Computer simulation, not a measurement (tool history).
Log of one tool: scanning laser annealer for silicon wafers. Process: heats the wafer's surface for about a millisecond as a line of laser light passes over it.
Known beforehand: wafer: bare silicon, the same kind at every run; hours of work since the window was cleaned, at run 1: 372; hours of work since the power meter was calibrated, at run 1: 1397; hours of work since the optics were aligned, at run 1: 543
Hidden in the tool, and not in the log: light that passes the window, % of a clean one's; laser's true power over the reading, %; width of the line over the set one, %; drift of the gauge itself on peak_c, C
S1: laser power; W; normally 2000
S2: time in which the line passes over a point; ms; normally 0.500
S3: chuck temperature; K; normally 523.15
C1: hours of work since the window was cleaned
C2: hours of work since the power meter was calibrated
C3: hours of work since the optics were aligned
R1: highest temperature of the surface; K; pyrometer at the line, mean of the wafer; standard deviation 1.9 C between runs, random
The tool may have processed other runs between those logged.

run    hour    S1     S2      S3   C1    C2    C3       R1
  1     0.0  2000  0.500  523.15  372  1397   543  1343.15
  2    47.8  2000  0.500  523.15  401  1425   571  1343.15
       81.6  -- window over the wafer cleaned
  3    83.0  2000  0.500  523.15    1  1445   591  1322.15
  4   111.8  2000  0.500  523.15   18  1462   608  1321.15
  5   149.9  2000  0.500  523.15   40  1484   630  1318.15
      167.1  -- window over the wafer cleaned, once more
  6   190.4  2000  0.500  523.15   14  1507   653  1370.15
  7   222.5  2000  0.500  523.15   33  1526   672  1368.15
  8   275.4  2000  0.480  523.15   64  1557   703  1345.15
  9   321.6  2000  0.480  523.15   91  1585   730  1346.15
 10   355.5  2000  0.480  523.15  111  1605   750  1343.15
 11   388.8  1881  0.500  523.15  131  1624   770  1303.15
 12   436.5  2000  0.500  523.15  159  1653   798  1354.15
 13   494.5  2000  0.500  523.15  194  1687   833  1352.15
 14   528.3  2000  0.500  523.15  214  1707   853  1352.15
 15   572.9  2000  0.500  523.15  240  1733   879  1349.15
 16   629.4  2000  0.500  519.15  273  1767   912  1342.15
 17   664.6  2000  0.500  519.15  294  1787   933  1340.15
 18   700.6  2000  0.500  519.15  315  1809   954  1340.15
 19   750.5  2000  0.500  519.15  345  1838   984  1331.15
 20   801.8  2000  0.500  523.15  375  1869  1014  1340.15
 21   855.5  2000  0.500  523.15  407  1900  1046  1336.15
      878.9  -- window over the wafer cleaned
 22   915.0  2191  0.400  507.15   21  1934  1080  1328.15
 23   962.6  2191  0.400  507.15   50  1962  1108  1325.15
 24  1000.9  2191  0.356  507.15   72  1985  1131  1269.15
 25  1039.7  2000  0.500  492.15   95  2008  1154  1330.15
 26  1085.4  2000  0.547  523.15  122  2035  1181  1407.15
 27  1130.1  2000  0.547  523.15  149  2061  1207  1403.15
 28  1185.0  2078  0.547  550.15  181  2094  1240  1467.15
 29  1241.6  2078  0.360  550.15  214  2127  1273  1260.15
 30  1265.9  1764  0.491  553.15  229  2142  1288  1261.15
 31  1291.7  1764  0.491  553.15  244  2157  1303  1263.15
 32  1334.4  1941  0.390  557.15  269  2182  1328  1244.15
 33  1363.1  1791  0.390  538.15  286  2199  1345  1164.15
 34  1412.2  1791  0.390  538.15  315  2228  1374  1161.15
 35  1450.6  2078  0.500  514.15  338  2251  1397  1370.15
 36  1502.1  1907  0.374  514.15  368  2281  1427  1163.15
 37  1530.7  1816  0.578  534.15  385  2298  1444  1328.15
 38  1585.9  1816  0.578  534.15  418  2331  1477  1324.15
     1591.0  -- window over the wafer cleaned
 39  1627.1  1930  0.587  494.15   21  2354  1500  1385.15
 40  1657.4  1845  0.535  490.15   39  2372  1518  1289.15

Below are 4 alternative next runs, each starting from the tool's condition after run 40. Predict each:
  A  1704.3  1853  0.393  554.15  67  2400  1546   ?
  B  1704.3  1704  0.535  544.15  67  2400  1546   ?
  C  1704.3  2000  0.593  504.15  67  2400  1546   ?
  D  1704.3  2043  0.553  524.15  67  2400  1546   ?

run       R1
  A  1221.15
  B  1272.15
  C  1429.15
  D  1434.15
Take away the tool's hidden state, keep each run's random variation, and the runs would have read:
run       R1
  A  1226.15
  B  1278.15
  C  1436.15
  D  1441.15
